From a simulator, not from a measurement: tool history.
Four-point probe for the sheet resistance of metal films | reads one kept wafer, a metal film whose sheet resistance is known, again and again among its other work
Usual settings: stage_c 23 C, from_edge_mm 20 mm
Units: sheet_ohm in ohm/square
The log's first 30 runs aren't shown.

run,day,stage_c,from_edge_mm,touches since the probe head was changed,hours of work since the stage's thermometer was calibrated,sheet_ohm
31,20.367,25,7,24889,750,1.441245
32,21.104,33,57,25237,757,1.433455
33,21.954,19,25,25636,765,1.44053
34,22.612,19,70,25948,771,1.439992
35,23.5,21,5,26366,780,1.447147
36,24.404,22,20,26793,789,1.439732
37,25.238,25,30,27185,797,1.436381
38,26.025,19,41,27556,804,1.439983
39,26.562,23,8,27810,809,1.440704
40,27.038,29,39,28034,814,1.434316
41,27.858,30,24,28421,822,1.434998
42,28.262,28,21,28612,826,1.435854
43,29.112,32,20,29012,834,1.433801
44,29.646,32,20,29263,839,1.433817

Forecast each of these 3 alternatives for the next run:
A,30.496,28,20,29664,847,?
B,30.496,19,9,29664,847,?
C,30.496,19,9,29664,847,?

run,sheet_ohm
A,1.435751
B,1.442264
C,1.442376
Without the tool's hidden state the same runs would have given:
run,sheet_ohm
A,1.438634
B,1.445154
C,1.445266
